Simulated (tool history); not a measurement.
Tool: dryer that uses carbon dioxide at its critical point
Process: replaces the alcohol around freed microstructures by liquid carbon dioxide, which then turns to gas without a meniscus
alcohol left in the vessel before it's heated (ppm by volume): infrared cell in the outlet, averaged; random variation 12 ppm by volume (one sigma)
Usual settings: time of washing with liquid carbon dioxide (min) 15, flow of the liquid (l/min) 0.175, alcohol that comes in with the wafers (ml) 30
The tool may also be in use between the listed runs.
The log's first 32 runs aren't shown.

run	day	time of washing with liquid carbon dioxide (min)	flow of the liquid (l/min)	alcohol that comes in with the wafers (ml)	hours of work since the filter was changed	hours of work since the purifier's bed was changed	alcohol left in the vessel before it's heated (ppm by volume)
33	16.967	15	0.175	25	276	369	880
34	17.346	15	0.175	30	282	375	1095
35	17.946	15	0.269	30	292	385	239
36	18.421	15	0.269	30	299	392	255
37	18.804	17	0.289	49	305	399	188
38	19.142	18	0.175	21	311	404	445
39	19.512	10	0.127	21	317	410	5801
40	20.050	13	0.127	83	326	419	12876
41	20.721	16	0.127	83	337	430	7063
42	21.083	16	0.127	83	343	436	7104
43	21.488	18	0.154	31	349	442	997
44	22.004	18	0.154	31	358	451	1017
45	22.321	15	0.224	83	363	456	1115
46	23.046	15	0.224	23	374	468	438
47	23.654	20	0.144	35	384	477	1013

Forecast each of these 3 alternatives for the next run:
A	24.121	23	0.133	35	392	485	?
B	24.121	20	0.144	45	392	485	?
C	24.121	17	0.144	61	392	485	?

run	alcohol left in the vessel before it's heated (ppm by volume)
A	807
B	1229
C	2999
Without the tool's hidden state the same runs would have given:
run	alcohol left in the vessel before it's heated (ppm by volume)
A	382
B	651
C	1847
